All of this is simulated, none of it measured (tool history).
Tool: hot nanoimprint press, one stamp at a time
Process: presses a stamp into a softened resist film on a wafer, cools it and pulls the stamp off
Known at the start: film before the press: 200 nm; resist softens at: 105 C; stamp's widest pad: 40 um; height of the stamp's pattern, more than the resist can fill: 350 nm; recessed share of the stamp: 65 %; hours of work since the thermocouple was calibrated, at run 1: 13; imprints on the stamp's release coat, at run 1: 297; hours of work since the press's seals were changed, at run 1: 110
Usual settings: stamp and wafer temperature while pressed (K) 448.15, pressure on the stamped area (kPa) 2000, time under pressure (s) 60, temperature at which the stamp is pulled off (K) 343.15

| run | day | stamp and wafer temperature while pressed (K) | pressure on the stamped area (kPa) | time under pressure (s) | temperature at which the stamp is pulled off (K) | hours of work since the thermocouple was calibrated | imprints on the stamp's release coat | hours of work since the press's seals were changed | resist left under the stamp's widest pad (angstrom) | greatest force while the stamp is pulled off (N) |
|---|---|---|---|---|---|---|---|---|---|---|
| 1 | 0 | 448.15 | 2000 | 60 | 343.15 | 13 | 297 | 110 | 917 | 183 |
| 2 | 0.4 | 448.15 | 2000 | 60 | 343.15 | 18 | 322 | 115 | 920 | 184 |
| 3 | 0.767 | 448.15 | 2000 | 60 | 343.15 | 23 | 345 | 120 | 915 | 188 |
| 4 | 1.183 | 448.15 | 2000 | 60 | 343.15 | 28 | 372 | 126 | 914 | 184 |
| 5 | 1.471 | 448.15 | 2000 | 60 | 343.15 | 32 | 390 | 129 | 915 | 184 |
| 6 | 1.925 | 448.15 | 2000 | 75 | 343.15 | 38 | 418 | 135 | 835 | 183 |
| 7 | 2.367 | 448.15 | 2000 | 75 | 343.15 | 44 | 446 | 141 | 838 | 184 |
| 8 | 2.75 | 448.15 | 2000 | 75 | 343.15 | 49 | 470 | 146 | 836 | 187 |
| 9 | 3.221 | 448.15 | 2000 | 91 | 343.15 | 55 | 500 | 152 | 770 | 187 |
|  | 3.879 | stamp cleaned and given a new release coat |
| 10 | 4.117 | 448.15 | 2000 | 91 | 343.15 | 63 | 15 | 161 | 779 | 181 |
| 11 | 4.783 | 448.15 | 2000 | 91 | 343.15 | 72 | 57 | 169 | 780 | 184 |
| 12 | 5.125 | 448.15 | 2000 | 91 | 343.15 | 77 | 78 | 174 | 777 | 185 |
| 13 | 5.6 | 451.15 | 2000 | 60 | 343.15 | 83 | 108 | 180 | 802 | 187 |
| 14 | 6.033 | 451.15 | 2000 | 60 | 343.15 | 88 | 135 | 186 | 804 | 183 |
| 15 | 6.517 | 451.15 | 2000 | 60 | 343.15 | 95 | 166 | 192 | 802 | 182 |
| 16 | 6.929 | 451.15 | 2000 | 60 | 343.15 | 100 | 192 | 197 | 805 | 186 |
| 17 | 7.621 | 451.15 | 2000 | 60 | 343.15 | 109 | 235 | 206 | 806 | 185 |
| 18 | 7.933 | 448.15 | 2000 | 60 | 334.15 | 113 | 255 | 211 | 927 | 219 |
| 19 | 8.388 | 448.15 | 2000 | 60 | 334.15 | 119 | 284 | 216 | 927 | 224 |
| 20 | 8.992 | 444.15 | 3050 | 60 | 344.15 | 127 | 322 | 224 | 935 | 182 |
| 21 | 9.308 | 443.15 | 3050 | 33 | 344.15 | 131 | 342 | 229 | 1218 | 180 |
| 22 | 9.871 | 443.15 | 1920 | 33 | 344.15 | 139 | 377 | 236 | 1397 | 184 |
| 23 | 10.242 | 451.15 | 2560 | 33 | 335.15 | 143 | 401 | 241 | 922 | 222 |
| 24 | 10.838 | 451.15 | 2560 | 33 | 337.15 | 151 | 438 | 248 | 923 | 211 |
| 25 | 11.296 | 448.15 | 2210 | 66 | 343.15 | 157 | 467 | 254 | 861 | 183 |
| 26 | 11.708 | 448.15 | 2210 | 66 | 343.15 | 163 | 493 | 260 | 860 | 190 |
|  | 12.454 | stamp cleaned and given a new release coat |
| 27 | 12.504 | 448.15 | 2210 | 51 | 343.15 | 170 | 3 | 267 | 949 | 186 |
| 28 | 12.946 | 448.15 | 2210 | 51 | 343.15 | 176 | 31 | 273 | 945 | 187 |
| 29 | 13.288 | 454.15 | 1330 | 51 | 334.15 | 180 | 53 | 277 | 907 | 221 |
|  | 13.525 | gauge calibrated |
| 30 | 13.917 | 452.15 | 1780 | 48 | 333.15 | 188 | 92 | 285 | 874 | 228 |

3 ways to go on from here, each from the tool as it stands after run 30. What would each give?
| A | 14.321 | 443.15 | 1990 | 60 | 343.15 | 193 | 118 | 291 | ? | ? |
| B | 14.321 | 457.15 | 2060 | 60 | 343.15 | 193 | 118 | 291 | ? | ? |
| C | 14.321 | 448.15 | 2000 | 60 | 334.15 | 193 | 118 | 291 | ? | ? |

| run | resist left under the stamp's widest pad (angstrom) | greatest force while the stamp is pulled off (N) |
|---|---|---|
| A | 1144 | 187 |
| B | 601 | 184 |
| C | 910 | 227 |
Without the tool's hidden state the same runs would have given:
| run | resist left under the stamp's widest pad (angstrom) | greatest force while the stamp is pulled off (N) |
|---|---|---|
| A | 1144 | 186 |
| B | 601 | 184 |
| C | 910 | 227 |
